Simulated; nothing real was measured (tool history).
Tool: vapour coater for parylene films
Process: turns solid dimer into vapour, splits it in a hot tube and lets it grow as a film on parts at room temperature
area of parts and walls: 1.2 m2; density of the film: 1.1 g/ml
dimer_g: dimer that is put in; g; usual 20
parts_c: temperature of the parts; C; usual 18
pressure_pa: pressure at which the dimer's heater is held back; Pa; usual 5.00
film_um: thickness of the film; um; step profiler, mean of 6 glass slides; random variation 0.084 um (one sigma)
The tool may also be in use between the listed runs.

run,hour,dimer_g,parts_c,pressure_pa,film_um
1,0.0,20,18,5.00,9.57
2,64.1,20,18,5.00,9.47
3,122.5,20,18,5.00,9.52
4,180.5,20,18,5.00,9.54
# hour 244.2: trap's valve overhauled
5,254.6,20,16,5.00,11.05
6,304.0,27,18,5.00,13.68
7,375.9,27,18,5.00,13.55
8,427.4,27,18,5.00,13.71
9,479.9,27,18,5.00,13.50
10,527.6,27,18,5.00,13.51
11,583.3,27,18,5.00,13.59
12,636.5,20,11,5.00,12.78
13,672.5,8,18,9.61,3.35
14,732.7,13,18,10.91,5.35
15,803.3,13,18,10.91,5.43
16,882.1,13,21,7.14,5.26
17,961.9,13,21,7.14,5.24
18,1039.7,13,21,7.14,5.19
19,1076.7,31,18,2.24,18.21
20,1156.3,20,26,5.00,7.16
21,1190.0,20,26,5.00,7.16
22,1241.6,25,25,5.82,9.13

Some steps in film_um between neighbouring runs. How much of each would the tool show without its hidden state too (settings, what came in, random variation), and how much is left for the hidden state, with any gauge scatter that isn't in both results?
The hidden state here: vapour lost through the trap's worn valve, %; true temperature of the parts over the reading, C; drift of the gauge itself on film_um, %.
Run 4 -> 5: parts_c 18 -> 16, trap's valve overhauled. film_um +1.51 um: hidden state +0.68, all else +0.83.
Run 18 -> 19: dimer_g 13 -> 31, parts_c 21 -> 18, pressure_pa 7.14 -> 2.24. film_um +13.02 um: hidden state -0.53, all else +13.55.
Run 19 -> 20: dimer_g 31 -> 20, parts_c 18 -> 26, pressure_pa 2.24 -> 5.00. film_um -11.05 um: hidden state +0.41, all else -11.46.
